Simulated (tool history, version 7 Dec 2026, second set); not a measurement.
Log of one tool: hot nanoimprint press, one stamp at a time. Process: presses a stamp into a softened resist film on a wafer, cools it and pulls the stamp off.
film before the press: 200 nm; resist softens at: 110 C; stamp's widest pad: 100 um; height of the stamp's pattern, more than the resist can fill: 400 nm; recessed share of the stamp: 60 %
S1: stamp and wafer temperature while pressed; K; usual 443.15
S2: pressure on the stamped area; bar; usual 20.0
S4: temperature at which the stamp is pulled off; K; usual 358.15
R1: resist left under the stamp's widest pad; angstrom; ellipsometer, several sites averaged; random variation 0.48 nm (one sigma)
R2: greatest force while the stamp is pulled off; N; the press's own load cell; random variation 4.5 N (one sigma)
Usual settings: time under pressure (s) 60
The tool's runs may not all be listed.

Run 1, hour 0.0: usual settings. Result: R1 909 angstrom, R2 220 N.
Run 2, hour 58.0: usual settings but S1 451.15 K. Result: R1 590 angstrom, R2 221 N.
Run 3, hour 99.4: usual settings. Result: R1 895 angstrom, R2 223 N.
At hour 107.9: plate thermocouple calibrated.
Run 4, hour 152.5: usual settings but S1 434.15 K. Result: R1 1364 angstrom, R2 219 N.
Run 5, hour 216.3: usual settings but S1 434.15 K. Result: R1 1368 angstrom, R2 227 N.
Run 6, hour 263.3: usual settings but S1 434.15 K. Result: R1 1364 angstrom, R2 227 N.
Run 7, hour 297.9: usual settings. Result: R1 902 angstrom, R2 226 N.
Run 8, hour 345.7: usual settings but time under pressure (s) 61. Result: R1 892 angstrom, R2 223 N.
Run 9, hour 386.3: usual settings but S1 434.15 K, time under pressure (s) 61. Result: R1 1358 angstrom, R2 223 N.
Run 10, hour 415.1: usual settings. Result: R1 888 angstrom, R2 220 N.
At hour 439.4: stamp cleaned and given a new release coat.
Run 11, hour 468.0: usual settings but time under pressure (s) 43. Result: R1 1015 angstrom, R2 225 N.
Run 12, hour 518.7: usual settings but time under pressure (s) 110. Result: R1 711 angstrom, R2 221 N.
Run 13, hour 544.5: usual settings but time under pressure (s) 110. Result: R1 700 angstrom, R2 225 N.
Run 14, hour 581.8: usual settings but time under pressure (s) 110. Result: R1 706 angstrom, R2 221 N.
Run 15, hour 634.3: usual settings but time under pressure (s) 110. Result: R1 699 angstrom, R2 218 N.
Run 16, hour 689.3: usual settings but S1 440.15 K, S2 27.2 bar, time under pressure (s) 65, S4 363.15 K. Result: R1 882 angstrom, R2 215 N.
At hour 727.6: gauge calibrated.
Run 17, hour 743.6: usual settings but S1 440.15 K, S2 27.2 bar, time under pressure (s) 65, S4 363.15 K. Result: R1 885 angstrom, R2 220 N.
Run 18, hour 798.5: usual settings but S1 440.15 K, S2 21.9 bar, S4 359.15 K. Result: R1 1011 angstrom, R2 225 N.
At hour 820.4: plate thermocouple calibrated.
Run 19, hour 855.6: usual settings but S2 20.8 bar, time under pressure (s) 32. Result: R1 1107 angstrom, R2 227 N.
Run 20, hour 909.3: usual settings but S2 20.8 bar, time under pressure (s) 32. Result: R1 1113 angstrom, R2 228 N.
Run 21, hour 946.0: usual settings but S2 20.8 bar, time under pressure (s) 32. Result: R1 1104 angstrom, R2 225 N.
At hour 961.2: stamp cleaned and given a new release coat.
Run 22, hour 1000.3: usual settings but S2 17.4 bar, time under pressure (s) 42, S4 362.15 K. Result: R1 1086 angstrom, R2 215 N.
Run 23, hour 1057.6: usual settings but time under pressure (s) 51. Result: R1 954 angstrom, R2 225 N.
Run 24, hour 1107.1: usual settings but S1 439.15 K, S2 20.6 bar. Result: R1 1081 angstrom, R2 216 N.
Run 25, hour 1143.5: usual settings but S1 435.15 K, S2 12.1 bar, time under pressure (s) 40. Result: R1 1608 angstrom, R2 218 N.
Run 26, hour 1178.3: usual settings but S2 18.2 bar, S4 363.15 K. Result: R1 930 angstrom, R2 218 N.
Run 27, hour 1214.7: usual settings but S2 12.7 bar, time under pressure (s) 92. Result: R1 936 angstrom, R2 222 N.
Run 28, hour 1257.3: usual settings but S1 446.15 K, time under pressure (s) 57, S4 347.15 K. Result: R1 773 angstrom, R2 236 N.
Run 29, hour 1304.9: usual settings but S1 434.15 K, S2 26.5 bar, time under pressure (s) 37, S4 355.15 K. Result: R1 1388 angstrom, R2 232 N.

5 ways to go on from here, each from the tool as it stands after run 29. What would each give?
Run A, hour 1366.0: usual settings but S1 449.15 K, S2 17.1 bar, time under pressure (s) 37, S4 356.15 K. Result: R1 ?, R2 ?.
Run B, hour 1366.0: usual settings but time under pressure (s) 55, S4 355.15 K. Result: R1 ?, R2 ?.
Run C, hour 1366.0: usual settings but S1 437.15 K, time under pressure (s) 65. Result: R1 ?, R2 ?.
Run D, hour 1366.0: usual settings but S1 434.15 K, S2 14.3 bar, time under pressure (s) 51, S4 350.15 K. Result: R1 ?, R2 ?.
Run E, hour 1366.0: usual settings but S2 29.0 bar, time under pressure (s) 70. Result: R1 ?, R2 ?.

run    R1   R2
  A   842  227
  B   913  220
  C  1157  220
  D  1521  234
  E   694  219
Without the tool's hidden state the same runs would have given:
run    R1   R2
  A   864  224
  B   936  217
  C  1188  217
  D  1560  231
  E   712  216
